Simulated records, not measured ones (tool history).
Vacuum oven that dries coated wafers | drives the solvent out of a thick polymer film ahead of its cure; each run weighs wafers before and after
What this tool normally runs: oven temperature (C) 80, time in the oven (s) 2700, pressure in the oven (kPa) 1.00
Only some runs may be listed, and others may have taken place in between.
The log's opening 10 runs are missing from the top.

run 11 day=8.092 | oven_temperature_(C)=80 time_in_the_oven_(s)=2700 pressure_in_the_oven_(kPa)=1.00 | solvent_left_in_the_film_(%)=1.39
run 12 day=8.804 | oven_temperature_(C)=80 time_in_the_oven_(s)=2700 pressure_in_the_oven_(kPa)=1.00 | solvent_left_in_the_film_(%)=1.40
run 13 day=9.750 | oven_temperature_(C)=80 time_in_the_oven_(s)=2700 pressure_in_the_oven_(kPa)=1.00 | solvent_left_in_the_film_(%)=1.40
run 14 day=10.767 | oven_temperature_(C)=80 time_in_the_oven_(s)=2700 pressure_in_the_oven_(kPa)=1.00 | solvent_left_in_the_film_(%)=1.42
run 15 day=11.671 | oven_temperature_(C)=80 time_in_the_oven_(s)=2700 pressure_in_the_oven_(kPa)=1.00 | solvent_left_in_the_film_(%)=1.43
run 16 day=12.371 | oven_temperature_(C)=80 time_in_the_oven_(s)=2700 pressure_in_the_oven_(kPa)=1.00 | solvent_left_in_the_film_(%)=1.38
run 17 day=13.238 | oven_temperature_(C)=80 time_in_the_oven_(s)=2700 pressure_in_the_oven_(kPa)=1.00 | solvent_left_in_the_film_(%)=1.40
run 18 day=14.125 | oven_temperature_(C)=80 time_in_the_oven_(s)=2700 pressure_in_the_oven_(kPa)=1.00 | solvent_left_in_the_film_(%)=1.41
run 19 day=14.621 | oven_temperature_(C)=76 time_in_the_oven_(s)=2700 pressure_in_the_oven_(kPa)=1.00 | solvent_left_in_the_film_(%)=2.29
run 20 day=15.267 | oven_temperature_(C)=80 time_in_the_oven_(s)=2700 pressure_in_the_oven_(kPa)=0.96 | solvent_left_in_the_film_(%)=1.36
run 21 day=15.954 | oven_temperature_(C)=89 time_in_the_oven_(s)=2700 pressure_in_the_oven_(kPa)=1.00 | solvent_left_in_the_film_(%)=0.51
run 22 day=16.967 | oven_temperature_(C)=80 time_in_the_oven_(s)=1800 pressure_in_the_oven_(kPa)=1.00 | solvent_left_in_the_film_(%)=2.82
run 23 day=17.608 | oven_temperature_(C)=80 time_in_the_oven_(s)=1800 pressure_in_the_oven_(kPa)=1.00 | solvent_left_in_the_film_(%)=2.78
run 24 day=18.054 | oven_temperature_(C)=83 time_in_the_oven_(s)=3720 pressure_in_the_oven_(kPa)=1.70 | solvent_left_in_the_film_(%)=0.91
run 25 day=18.892 | oven_temperature_(C)=88 time_in_the_oven_(s)=3660 pressure_in_the_oven_(kPa)=0.88 | solvent_left_in_the_film_(%)=0.38

Forecast run 26:
run 26 day=19.517 | oven_temperature_(C)=75 time_in_the_oven_(s)=4020 pressure_in_the_oven_(kPa)=2.30 | solvent_left_in_the_film_(%)=?

solvent left in the film (%): 2.19
With the hidden condition absent and the run-to-run variation left alone, this run would have shown solvent left in the film (%) 2.18.
